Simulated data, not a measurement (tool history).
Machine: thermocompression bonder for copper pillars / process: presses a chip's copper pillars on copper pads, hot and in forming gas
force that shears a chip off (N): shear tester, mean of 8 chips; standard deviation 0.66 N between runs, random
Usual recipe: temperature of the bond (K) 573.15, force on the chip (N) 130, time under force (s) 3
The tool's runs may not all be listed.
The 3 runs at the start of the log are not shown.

run   hour  temperature of the bond (K)  force on the chip (N)  time under force (s)  force that shears a chip off (N)
  4   46.1                       573.15                    130                     3                              42.5
  5   65.2                       573.15                    130                     2                              35.3
  6     76                       573.15                    130                     5                                49
  7   96.7                       543.15                    130                     3                              29.1
  8  106.7                       573.15                    130                     3                              41.5
  9  120.9                       555.15                    130                     3                              34.2
 10  130.4                       555.15                    130                     3                              34.1
 11  142.5                       555.15                    130                     3                              34.5
 12  157.9                       555.15                    124                     3                              31.8
     168.5  -- forming gas filter changed
 13  177.1                       555.15                    124                     3                              32.6
 14    192                       555.15                    124                     3                              32.2
 15  210.6                       573.15                     86                     3                              28.1
 16  228.1                       573.15                     86                     3                              28.5
 17  240.8                       573.15                     86                     3                              27.9
 18  259.9                       573.15                    114                     3                              38.3
 19  276.8                       573.15                    114                     3                              36.7

Expected results for the next run?
 20  287.4                       573.15                    114                     3                                 ?

Run 20 yielded force that shears a chip off (N) 37.8.
Were there no unlogged condition in the tool, this run, its random variation unchanged, would have produced force that shears a chip off (N) 38.
